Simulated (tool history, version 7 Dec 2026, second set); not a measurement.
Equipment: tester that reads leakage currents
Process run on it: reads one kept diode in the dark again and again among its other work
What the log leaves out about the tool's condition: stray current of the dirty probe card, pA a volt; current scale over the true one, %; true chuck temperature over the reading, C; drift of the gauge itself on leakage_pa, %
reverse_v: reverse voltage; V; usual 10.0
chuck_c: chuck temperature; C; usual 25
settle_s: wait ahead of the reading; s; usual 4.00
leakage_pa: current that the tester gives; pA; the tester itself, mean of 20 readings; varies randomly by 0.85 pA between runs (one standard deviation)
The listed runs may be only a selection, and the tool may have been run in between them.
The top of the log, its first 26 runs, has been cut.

run,hour,reverse_v,chuck_c,settle_s,hours of work since the probe card was cleaned,hours of work since the tester was calibrated,hours of work since the chuck was calibrated,leakage_pa
27,553.1,7.3,28,0.81,717,1340,642,306.88
28,578.5,7.3,26,0.77,737,1360,662,258.57
29,599.2,2.4,33,0.39,753,1376,678,247.78
30,612.5,3.0,25,2.55,763,1386,688,140.30
31,639.7,10.0,39,0.50,783,1406,708,928.49
32,658.2,10.0,39,0.50,797,1420,722,925.18
33,685.8,1.5,46,4.00,819,1442,744,532.50
34,716.1,10.0,49,4.67,842,1465,767,2012.06
35,738.8,10.0,49,4.67,859,1482,784,2004.97
36,763.3,10.0,49,4.67,877,1500,802,2010.83

3 ways to go on from here, each from the tool as it stands after run 36. What would each give?
A,790.7,1.2,24,1.41,898,1521,823,?
B,790.7,5.1,22,4.67,898,1521,823,?
C,790.7,1.6,32,2.22,898,1521,823,?

run,leakage_pa
A,76.13
B,147.60
C,179.39
Stripped of hidden state, with their random variation kept, the same runs would have yielded:
run,leakage_pa
A,76.05
B,147.43
C,179.22
